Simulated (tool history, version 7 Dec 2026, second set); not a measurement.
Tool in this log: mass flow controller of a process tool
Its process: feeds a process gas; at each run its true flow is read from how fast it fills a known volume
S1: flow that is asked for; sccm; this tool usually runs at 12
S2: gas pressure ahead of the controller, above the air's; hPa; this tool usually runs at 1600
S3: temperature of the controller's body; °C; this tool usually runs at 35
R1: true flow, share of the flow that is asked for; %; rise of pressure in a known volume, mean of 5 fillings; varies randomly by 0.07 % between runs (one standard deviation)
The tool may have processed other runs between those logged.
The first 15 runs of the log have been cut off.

run 16 hour=4003.7 | S1=12 S2=1480 S3=35 | R1=100.22
run 17 hour=4334.5 | S1=6 S2=1900 S3=22 | R1=101.16
run 18 hour=4537.2 | S1=12 S2=1600 S3=23 | R1=101.52
run 19 hour=4771 | S1=2 S2=1460 S3=35 | R1=100
-- hour=4901.9 controller's zero set anew
run 20 hour=5128.4 | S1=2 S2=1460 S3=35 | R1=100.31
run 21 hour=5414.5 | S1=2 S2=1460 S3=35 | R1=100.2
run 22 hour=5624.4 | S1=12 S2=2040 S3=22 | R1=101.95
-- hour=5868.7 gauge calibrated
run 23 hour=5947.5 | S1=12 S2=2040 S3=22 | R1=100.05
run 24 hour=6147.2 | S1=13 S2=2690 S3=22 | R1=99.73
run 25 hour=6509.5 | S1=10 S2=1440 S3=35 | R1=99.11
run 26 hour=6707.2 | S1=6 S2=1520 S3=25 | R1=99.97
run 27 hour=6957.3 | S1=2 S2=1600 S3=21 | R1=100.23
run 28 hour=7213.1 | S1=2 S2=1600 S3=21 | R1=100.31
run 29 hour=7544.4 | S1=2 S2=1600 S3=21 | R1=100.56
run 30 hour=7907.7 | S1=9 S2=1570 S3=35 | R1=99.48

4 options for the next run, each taken on its own from the tool as it stands now. Forecast them:
run A hour=8104.6 | S1=13 S2=1810 S3=27 | R1=?
run B hour=8104.6 | S1=12 S2=1600 S3=20 | R1=?
run C hour=8104.6 | S1=12 S2=1520 S3=35 | R1=?
run D hour=8104.6 | S1=12 S2=1600 S3=31 | R1=?

run=A R1=100.31
run=B R1=101.19
run=C R1=99.68
run=D R1=99.99
With no hidden state in the tool, these same runs would have given:
run=A R1=99.54
run=B R1=100.42
run=C R1=98.92
run=D R1=99.22
